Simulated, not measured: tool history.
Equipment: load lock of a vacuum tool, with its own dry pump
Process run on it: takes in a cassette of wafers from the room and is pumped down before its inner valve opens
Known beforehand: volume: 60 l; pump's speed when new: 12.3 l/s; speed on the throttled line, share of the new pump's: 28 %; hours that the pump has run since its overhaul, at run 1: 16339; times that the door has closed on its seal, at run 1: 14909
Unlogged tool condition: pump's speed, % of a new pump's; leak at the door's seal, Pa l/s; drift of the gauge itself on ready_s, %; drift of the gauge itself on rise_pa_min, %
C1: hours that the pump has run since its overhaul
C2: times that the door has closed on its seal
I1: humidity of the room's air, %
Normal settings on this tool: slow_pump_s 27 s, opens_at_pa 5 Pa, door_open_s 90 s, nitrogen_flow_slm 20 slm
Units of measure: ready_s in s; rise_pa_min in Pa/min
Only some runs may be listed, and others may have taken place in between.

Run 1, hour 0.0: usual settings; C1 16339; C2 14909; I1 46.5. Result: ready_s 68.6 s, rise_pa_min 0.056 Pa/min.
Run 2, hour 213.5: usual settings; C1 16553; C2 15366; I1 45.5. Result: ready_s 68.7 s, rise_pa_min 0.057 Pa/min.
Run 3, hour 353.7: usual settings; C1 16693; C2 15665; I1 45.7. Result: ready_s 68.6 s, rise_pa_min 0.058 Pa/min.
Run 4, hour 501.1: usual settings; C1 16840; C2 15980; I1 45.9. Result: ready_s 68.9 s, rise_pa_min 0.051 Pa/min.
Run 5, hour 766.8: usual settings; C1 17106; C2 16548; I1 44.8. Result: ready_s 68.7 s, rise_pa_min 0.048 Pa/min.
Run 6, hour 993.8: usual settings; C1 17333; C2 17033; I1 46.8. Result: ready_s 68.7 s, rise_pa_min 0.055 Pa/min.
Run 7, hour 1158.6: usual settings; C1 17498; C2 17385; I1 47.7. Result: ready_s 68.4 s, rise_pa_min 0.059 Pa/min.
Run 8, hour 1351.6: usual settings; C1 17691; C2 17798; I1 45.9. Result: ready_s 68.6 s, rise_pa_min 0.053 Pa/min.
Run 9, hour 1587.5: usual settings; C1 17927; C2 18302; I1 42.4. Result: ready_s 68.9 s, rise_pa_min 0.048 Pa/min.
Run 10, hour 1901.8: usual settings; C1 18241; C2 18973; I1 42.7. Result: ready_s 68.9 s, rise_pa_min 0.057 Pa/min.
Run 11, hour 2154.8: usual settings; C1 18494; C2 19514; I1 46.5. Result: ready_s 68.6 s, rise_pa_min 0.053 Pa/min.
Run 12, hour 2347.2: usual settings but opens_at_pa 6 Pa; C1 18687; C2 19925; I1 45.7. Result: ready_s 67.1 s, rise_pa_min 0.051 Pa/min.
Run 13, hour 2666.6: usual settings but opens_at_pa 6 Pa; C1 19006; C2 20608; I1 42.6. Result: ready_s 67.5 s, rise_pa_min 0.055 Pa/min.
Run 14, hour 2863.5: usual settings but opens_at_pa 6 Pa; C1 19203; C2 21028; I1 45.9. Result: ready_s 67.8 s, rise_pa_min 0.057 Pa/min.
Run 15, hour 3171.4: usual settings but opens_at_pa 6 Pa; C1 19511; C2 21686; I1 47.8. Result: ready_s 68.0 s, rise_pa_min 0.063 Pa/min.
Run 16, hour 3316.9: usual settings but opens_at_pa 6 Pa; C1 19656; C2 21997; I1 46.3. Result: ready_s 67.3 s, rise_pa_min 0.054 Pa/min.
Run 17, hour 3498.6: usual settings but opens_at_pa 8 Pa; C1 19838; C2 22386; I1 43.4. Result: ready_s 66.5 s, rise_pa_min 0.050 Pa/min.
Run 18, hour 3763.8: usual settings but opens_at_pa 8 Pa; C1 20103; C2 22952; I1 42.1. Result: ready_s 66.6 s, rise_pa_min 0.045 Pa/min.
Run 19, hour 3958.5: usual settings but opens_at_pa 8 Pa; C1 20298; C2 23368; I1 44.1. Result: ready_s 66.2 s, rise_pa_min 0.048 Pa/min.
At hour 4107.2: dry pump taken out, an overhauled one fitted.
Run 20, hour 4156.3: usual settings but opens_at_pa 6 Pa; C1 49; C2 23778; I1 45.5. Result: ready_s 67.4 s, rise_pa_min 0.055 Pa/min.
Run 21, hour 4419.7: usual settings but door_open_s 34 s, nitrogen_flow_slm 21 slm; C1 313; C2 24341; I1 44.9. Result: ready_s 68.1 s, rise_pa_min 0.040 Pa/min.
Run 22, hour 4677.5: usual settings but slow_pump_s 24 s, opens_at_pa 6 Pa, door_open_s 111 s, nitrogen_flow_slm 17 slm; C1 570; C2 24892; I1 45.6. Result: ready_s 65.3 s, rise_pa_min 0.061 Pa/min.
Run 23, hour 4906.8: usual settings but slow_pump_s 17 s, opens_at_pa 10 Pa, nitrogen_flow_slm 21 slm; C1 800; C2 25382; I1 43.8. Result: ready_s 58.1 s, rise_pa_min 0.050 Pa/min.
Run 24, hour 5242.2: usual settings but slow_pump_s 17 s, opens_at_pa 10 Pa, nitrogen_flow_slm 21 slm; C1 1135; C2 26099; I1 44.8. Result: ready_s 57.6 s, rise_pa_min 0.046 Pa/min.
Run 25, hour 5590.4: usual settings but slow_pump_s 17 s, opens_at_pa 10 Pa, nitrogen_flow_slm 21 slm; C1 1483; C2 26843; I1 44.5. Result: ready_s 58.6 s, rise_pa_min 0.054 Pa/min.
Run 26, hour 5796.4: usual settings but slow_pump_s 33 s, nitrogen_flow_slm 5 slm; C1 1689; C2 27283; I1 44.2. Result: ready_s 73.8 s, rise_pa_min 0.081 Pa/min.
Run 27, hour 6141.1: usual settings but nitrogen_flow_slm 6 slm; C1 2034; C2 28019; I1 45.3. Result: ready_s 68.6 s, rise_pa_min 0.078 Pa/min.
Run 28, hour 6405.5: usual settings but opens_at_pa 6 Pa, door_open_s 128 s, nitrogen_flow_slm 6 slm; C1 2298; C2 28585; I1 43.4. Result: ready_s 67.7 s, rise_pa_min 0.077 Pa/min.
Run 29, hour 6590.7: usual settings but opens_at_pa 7 Pa, door_open_s 36 s, nitrogen_flow_slm 15 slm; C1 2484; C2 28980; I1 44.2. Result: ready_s 67.0 s, rise_pa_min 0.047 Pa/min.
Run 30, hour 6866.4: usual settings but opens_at_pa 7 Pa, door_open_s 36 s, nitrogen_flow_slm 15 slm; C1 2759; C2 29569; I1 42.8. Result: ready_s 66.8 s, rise_pa_min 0.044 Pa/min.
Run 31, hour 7095.6: usual settings but slow_pump_s 35 s, opens_at_pa 4 Pa, door_open_s 185 s; C1 2988; C2 30059; I1 48.9. Result: ready_s 75.8 s, rise_pa_min 0.073 Pa/min.
Run 32, hour 7374.1: usual settings but slow_pump_s 35 s, opens_at_pa 4 Pa, door_open_s 185 s; C1 3267; C2 30654; I1 46.1. Result: ready_s 75.5 s, rise_pa_min 0.068 Pa/min.
Run 33, hour 7623.7: usual settings but slow_pump_s 15 s, nitrogen_flow_slm 19 slm; C1 3517; C2 31188; I1 46.5. Result: ready_s 59.7 s, rise_pa_min 0.060 Pa/min.
Run 34, hour 7809.1: usual settings but slow_pump_s 38 s, door_open_s 55 s; C1 3702; C2 31584; I1 47.0. Result: ready_s 76.7 s, rise_pa_min 0.045 Pa/min.
Run 35, hour 8019.9: usual settings but slow_pump_s 38 s, door_open_s 55 s; C1 3913; C2 32034; I1 44.8. Result: ready_s 76.5 s, rise_pa_min 0.044 Pa/min.
Run 36, hour 8362.3: usual settings but slow_pump_s 38 s, door_open_s 54 s, nitrogen_flow_slm 11 slm; C1 4255; C2 32766; I1 46.3. Result: ready_s 75.9 s, rise_pa_min 0.056 Pa/min.
Run 37, hour 8604.3: usual settings but slow_pump_s 47 s, door_open_s 175 s, nitrogen_flow_slm 36 slm; C1 4497; C2 33283; I1 42.5. Result: ready_s 82.6 s, rise_pa_min 0.044 Pa/min.
Run 38, hour 8844.6: usual settings but slow_pump_s 24 s, door_open_s 79 s; C1 4737; C2 33797; I1 43.7. Result: ready_s 66.6 s, rise_pa_min 0.047 Pa/min.

Consider 3 possible next runs. They are alternatives, not a sequence: every one starts from the tool as it was left by run 38. What does each give?
Run A, hour 9062.8: usual settings but slow_pump_s 24 s, door_open_s 54 s, nitrogen_flow_slm 30 slm; C1 4956; C2 34263; I1 44.1. Result: ready_s ?, rise_pa_min ?.
Run B, hour 9062.8: usual settings but slow_pump_s 33 s, opens_at_pa 7 Pa, door_open_s 55 s; C1 4956; C2 34263; I1 44.7. Result: ready_s ?, rise_pa_min ?.
Run C, hour 9062.8: usual settings but slow_pump_s 53 s, opens_at_pa 10 Pa, door_open_s 27 s; C1 4956; C2 34263; I1 48.9. Result: ready_s ?, rise_pa_min ?.

run  ready_s  rise_pa_min
  A     66.7        0.032
  B     71.6        0.044
  C     83.5        0.042
With the hidden condition removed and each run's random variation left untouched, the same runs would have given:
run  ready_s  rise_pa_min
  A     66.7        0.031
  B     71.6        0.043
  C     83.5        0.042

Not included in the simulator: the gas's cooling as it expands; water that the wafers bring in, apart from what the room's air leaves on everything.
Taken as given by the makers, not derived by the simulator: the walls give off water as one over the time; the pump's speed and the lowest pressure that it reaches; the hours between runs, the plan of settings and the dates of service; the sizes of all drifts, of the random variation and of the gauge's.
